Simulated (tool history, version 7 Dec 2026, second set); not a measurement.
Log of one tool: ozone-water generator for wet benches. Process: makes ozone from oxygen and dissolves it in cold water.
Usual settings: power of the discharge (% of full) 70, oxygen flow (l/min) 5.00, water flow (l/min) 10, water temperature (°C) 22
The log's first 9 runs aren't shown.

| run | hour | power of the discharge (% of full) | oxygen flow (l/min) | water flow (l/min) | water temperature (°C) | hours of work since the electrodes were changed | hours of work since the contactor was cleaned | hours of work since the thermometer was calibrated | dissolved ozone (ppm) | ozone in the gas ahead of the water (g/m3) |
|---|---|---|---|---|---|---|---|---|---|---|
| 10 | 289.2 | 70 | 5.00 | 10 | 22 | 506 | 3476 | 3265 | 37.6 | 258.3 |
| 11 | 321.5 | 70 | 5.00 | 10 | 22 | 533 | 3503 | 3292 | 37.5 | 257.8 |
| 12 | 361.7 | 70 | 5.00 | 10 | 22 | 567 | 3537 | 3326 | 37.7 | 260.2 |
| 13 | 388.1 | 70 | 5.00 | 10 | 24 | 589 | 3559 | 3348 | 35.7 | 259.3 |
| 14 | 433.9 | 70 | 5.00 | 10 | 24 | 628 | 3598 | 3387 | 35.8 | 257.9 |
| 15 | 453.7 | 70 | 5.00 | 10 | 24 | 645 | 3615 | 3404 | 35.3 | 258.7 |
| 16 | 485.3 | 70 | 5.00 | 10 | 23 | 672 | 3641 | 3430 | 36.5 | 259.8 |
| 17 | 517.1 | 70 | 5.00 | 10 | 23 | 698 | 3668 | 3457 | 36.4 | 261.0 |
|  | 521.9 | water thermometer calibrated |
| 18 | 556.9 | 70 | 5.00 | 11 | 27 | 732 | 3702 | 30 | 31.6 | 259.7 |
| 19 | 590.0 | 72 | 5.00 | 9 | 22 | 760 | 3729 | 58 | 39.4 | 262.8 |
| 20 | 624.2 | 72 | 5.00 | 9 | 22 | 788 | 3758 | 86 | 39.6 | 262.0 |
| 21 | 662.2 | 46 | 5.00 | 10 | 15 | 821 | 3791 | 119 | 33.4 | 204.7 |
|  | 707.0 | water thermometer calibrated, once more |
| 22 | 707.0 | 96 | 4.91 | 12 | 27 | 858 | 3828 | 0 | 36.9 | 305.6 |
| 23 | 743.1 | 61 | 5.00 | 10 | 22 | 888 | 3858 | 30 | 34.1 | 239.1 |
| 24 | 766.6 | 80 | 2.96 | 10 | 22 | 908 | 3878 | 50 | 37.5 | 322.3 |
| 25 | 800.9 | 48 | 3.82 | 8 | 21 | 937 | 3907 | 79 | 34.0 | 223.6 |
| 26 | 824.4 | 64 | 3.90 | 8 | 18 | 957 | 3927 | 99 | 41.7 | 264.4 |
| 27 | 870.3 | 50 | 8.50 | 16 | 23 | 996 | 3966 | 138 | 24.6 | 181.3 |

The next listed run, before its measurement:
| 28 | 917.1 | 50 | 6.72 | 10 | 22 | 1035 | 4005 | 177 | ? | ? |

{"run 28": {"dissolved ozone (ppm)": 31.1, "ozone in the gas ahead of the water (g/m3)": 195.5}}
Without the tool's hidden state the same run would have given dissolved ozone (ppm) 33.6, ozone in the gas ahead of the water (g/m3) 199.6.

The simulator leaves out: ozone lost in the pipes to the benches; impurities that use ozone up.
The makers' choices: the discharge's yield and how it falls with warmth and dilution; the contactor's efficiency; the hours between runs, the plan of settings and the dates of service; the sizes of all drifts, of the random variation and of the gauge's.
